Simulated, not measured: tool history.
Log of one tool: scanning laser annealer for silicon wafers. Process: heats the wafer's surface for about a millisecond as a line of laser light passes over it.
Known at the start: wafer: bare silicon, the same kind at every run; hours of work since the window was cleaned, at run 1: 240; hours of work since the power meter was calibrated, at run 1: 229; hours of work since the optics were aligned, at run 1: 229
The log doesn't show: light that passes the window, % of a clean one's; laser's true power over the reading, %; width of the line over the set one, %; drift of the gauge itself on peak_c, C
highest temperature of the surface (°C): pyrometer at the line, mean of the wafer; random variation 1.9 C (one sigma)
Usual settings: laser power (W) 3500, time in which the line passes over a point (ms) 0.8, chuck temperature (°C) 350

run,hour,laser power (W),time in which the line passes over a point (ms),chuck temperature (°C),hours of work since the window was cleaned,hours of work since the power meter was calibrated,hours of work since the optics were aligned,highest temperature of the surface (°C)
1,0,3500,0.8,350,240,229,229,1139
2,9.7,3500,0.8,350,246,234,234,1142
3,15.8,3500,0.8,350,249,238,238,1142
4,22.7,3500,0.8,350,253,242,242,1143
5,32.6,3500,0.8,350,259,248,248,1141
6,37.4,3500,0.8,350,262,250,250,1142
7,42.2,3500,0.8,350,265,253,253,1143
8,51.6,3500,0.8,318,270,259,259,1112
9,57.3,3500,0.8,318,273,262,262,1111
10,64.3,3500,0.8,318,277,266,266,1109
11,72,3500,0.8,318,282,271,271,1110
12,78.2,3500,0.984,362,286,274,274,1249
13,86.5,3500,0.984,362,290,279,279,1250
14,93.7,3500,0.984,362,295,283,283,1253
15,101.1,3500,0.984,362,299,287,287,1252
16,109.5,3479,0.8,381,304,292,292,1170
17,114.8,3671,0.691,350,307,295,295,1116
18,119.9,3658,0.888,373,310,298,298,1248
19,126.5,3500,0.8,314,314,302,302,1108
20,133.4,3478,0.703,351,318,306,306,1089
21,142.8,3478,0.703,351,323,312,312,1084
22,149.3,3478,0.703,351,327,316,316,1084

Forecast each of these 3 alternatives for the next run:
A,160,3658,0.765,389,333,322,322,?
B,160,3114,0.8,340,333,322,322,?
C,160,3725,0.874,318,333,322,322,?

run,highest temperature of the surface (°C)
A,1200
B,1045
C,1203
Without the tool's hidden state the same runs would have given:
run,highest temperature of the surface (°C)
A,1201
B,1046
C,1204
